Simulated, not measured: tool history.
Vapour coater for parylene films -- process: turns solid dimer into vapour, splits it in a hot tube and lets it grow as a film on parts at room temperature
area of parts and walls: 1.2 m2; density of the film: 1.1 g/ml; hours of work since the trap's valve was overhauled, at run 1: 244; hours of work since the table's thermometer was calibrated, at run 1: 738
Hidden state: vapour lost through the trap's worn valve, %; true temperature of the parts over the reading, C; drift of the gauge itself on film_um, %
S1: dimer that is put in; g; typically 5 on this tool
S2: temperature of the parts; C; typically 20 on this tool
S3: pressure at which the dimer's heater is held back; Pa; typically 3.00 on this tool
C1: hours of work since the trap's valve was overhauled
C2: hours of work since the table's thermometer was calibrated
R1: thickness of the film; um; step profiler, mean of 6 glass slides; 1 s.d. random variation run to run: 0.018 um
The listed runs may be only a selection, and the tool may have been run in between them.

{"run": 1, "hour": 0.0, "S1": 5, "S2": 20, "S3": 3.0, "C1": 244, "C2": 738, "R1": 2.53}
{"hour": 61.5, "done": "trap's valve overhauled"}
{"run": 2, "hour": 71.0, "S1": 5, "S2": 20, "S3": 3.0, "C1": 8, "C2": 797, "R1": 2.47}
{"run": 3, "hour": 114.3, "S1": 5, "S2": 20, "S3": 3.0, "C1": 47, "C2": 835, "R1": 2.48}
{"run": 4, "hour": 189.7, "S1": 9, "S2": 20, "S3": 3.0, "C1": 113, "C2": 901, "R1": 4.47}
{"run": 5, "hour": 255.5, "S1": 9, "S2": 20, "S3": 3.0, "C1": 171, "C2": 959, "R1": 4.45}
{"run": 6, "hour": 311.4, "S1": 9, "S2": 20, "S3": 3.0, "C1": 220, "C2": 1009, "R1": 4.47}
{"run": 7, "hour": 378.8, "S1": 9, "S2": 20, "S3": 3.0, "C1": 280, "C2": 1068, "R1": 4.46}
{"hour": 398.6, "done": "trap's valve overhauled"}
{"run": 8, "hour": 414.8, "S1": 5, "S2": 20, "S3": 2.43, "C1": 14, "C2": 1096, "R1": 2.61}
{"run": 9, "hour": 484.5, "S1": 5, "S2": 20, "S3": 6.24, "C1": 76, "C2": 1158, "R1": 2.06}
{"run": 10, "hour": 554.3, "S1": 5, "S2": 20, "S3": 2.58, "C1": 137, "C2": 1219, "R1": 2.56}
{"run": 11, "hour": 593.2, "S1": 5, "S2": 20, "S3": 2.58, "C1": 172, "C2": 1254, "R1": 2.56}
{"run": 12, "hour": 660.4, "S1": 3, "S2": 20, "S3": 3.0, "C1": 231, "C2": 1313, "R1": 1.51}
{"run": 13, "hour": 706.5, "S1": 3, "S2": 20, "S3": 3.0, "C1": 271, "C2": 1353, "R1": 1.5}
{"hour": 741.0, "done": "trap's valve overhauled"}
{"run": 14, "hour": 776.3, "S1": 3, "S2": 20, "S3": 3.0, "C1": 31, "C2": 1411, "R1": 1.48}
{"run": 15, "hour": 838.8, "S1": 3, "S2": 20, "S3": 3.0, "C1": 86, "C2": 1466, "R1": 1.51}
{"run": 16, "hour": 896.3, "S1": 5, "S2": 20, "S3": 3.0, "C1": 137, "C2": 1517, "R1": 2.5}
{"run": 17, "hour": 970.6, "S1": 5, "S2": 20, "S3": 3.0, "C1": 202, "C2": 1583, "R1": 2.47}
{"run": 18, "hour": 1029.2, "S1": 5, "S2": 20, "S3": 3.0, "C1": 254, "C2": 1634, "R1": 2.47}
{"run": 19, "hour": 1062.4, "S1": 5, "S2": 20, "S3": 3.66, "C1": 283, "C2": 1663, "R1": 2.35}
{"hour": 1084.1, "done": "trap's valve overhauled"}
{"run": 20, "hour": 1126.8, "S1": 5, "S2": 17, "S3": 3.0, "C1": 38, "C2": 1717, "R1": 2.6}
{"run": 21, "hour": 1191.9, "S1": 5, "S2": 17, "S3": 3.0, "C1": 95, "C2": 1774, "R1": 2.64}
{"run": 22, "hour": 1240.5, "S1": 5, "S2": 16, "S3": 3.0, "C1": 138, "C2": 1817, "R1": 2.64}
{"hour": 1291.2, "done": "table's thermometer calibrated"}
{"run": 23, "hour": 1316.6, "S1": 4, "S2": 14, "S3": 11.28, "C1": 204, "C2": 22, "R1": 1.59}
{"run": 24, "hour": 1357.4, "S1": 5, "S2": 23, "S3": 6.07, "C1": 240, "C2": 58, "R1": 1.99}
{"run": 25, "hour": 1408.2, "S1": 4, "S2": 20, "S3": 8.73, "C1": 285, "C2": 103, "R1": 1.55}
{"hour": 1423.2, "done": "trap's valve overhauled"}
{"run": 26, "hour": 1489.6, "S1": 4, "S2": 20, "S3": 8.73, "C1": 59, "C2": 171, "R1": 1.53}
{"run": 27, "hour": 1534.7, "S1": 5, "S2": 30, "S3": 2.02, "C1": 98, "C2": 211, "R1": 2.3}
{"run": 28, "hour": 1584.8, "S1": 5, "S2": 30, "S3": 2.02, "C1": 142, "C2": 255, "R1": 2.29}
{"run": 29, "hour": 1645.7, "S1": 3, "S2": 30, "S3": 11.53, "C1": 196, "C2": 309, "R1": 0.93}
{"run": 30, "hour": 1723.7, "S1": 5, "S2": 15, "S3": 2.8, "C1": 265, "C2": 378, "R1": 2.7}
{"hour": 1763.2, "done": "trap's valve overhauled"}
{"run": 31, "hour": 1770.1, "S1": 3, "S2": 24, "S3": 3.0, "C1": 6, "C2": 415, "R1": 1.39}
{"run": 32, "hour": 1849.0, "S1": 8, "S2": 24, "S3": 3.34, "C1": 76, "C2": 484, "R1": 3.61}
{"run": 33, "hour": 1904.8, "S1": 3, "S2": 18, "S3": 3.0, "C1": 125, "C2": 534, "R1": 1.53}
{"run": 34, "hour": 1936.6, "S1": 3, "S2": 18, "S3": 3.0, "C1": 153, "C2": 562, "R1": 1.53}
{"run": 35, "hour": 2012.7, "S1": 3, "S2": 19, "S3": 4.48, "C1": 220, "C2": 629, "R1": 1.39}
{"run": 36, "hour": 2052.6, "S1": 2, "S2": 20, "S3": 3.0, "C1": 255, "C2": 664, "R1": 0.99}
{"hour": 2100.5, "done": "trap's valve overhauled"}
{"run": 37, "hour": 2108.4, "S1": 2, "S2": 19, "S3": 11.47, "C1": 7, "C2": 710, "R1": 0.75}
{"run": 38, "hour": 2166.6, "S1": 5, "S2": 14, "S3": 3.42, "C1": 58, "C2": 761, "R1": 2.66}
{"run": 39, "hour": 2215.0, "S1": 5, "S2": 14, "S3": 3.42, "C1": 101, "C2": 804, "R1": 2.64}
{"run": 40, "hour": 2267.6, "S1": 3, "S2": 12, "S3": 8.78, "C1": 147, "C2": 850, "R1": 1.32}
{"run": 41, "hour": 2314.6, "S1": 3, "S2": 12, "S3": 8.78, "C1": 189, "C2": 891, "R1": 1.33}

Alternative continuations, all from the tool just after run 41; predict every row:
{"run": "A", "hour": 2374.9, "S1": 6, "S2": 28, "S3": 10.44, "C1": 242, "C2": 944, "R1": "?"}
{"run": "B", "hour": 2374.9, "S1": 7, "S2": 20, "S3": 3.0, "C1": 242, "C2": 944, "R1": "?"}
{"run": "C", "hour": 2374.9, "S1": 5, "S2": 24, "S3": 5.29, "C1": 242, "C2": 944, "R1": "?"}

run=A R1=1.94
run=B R1=3.49
run=C R1=2.03
Had the tool no hidden state, the same runs would have come out as:
run=A R1=1.94
run=B R1=3.50
run=C R1=2.04
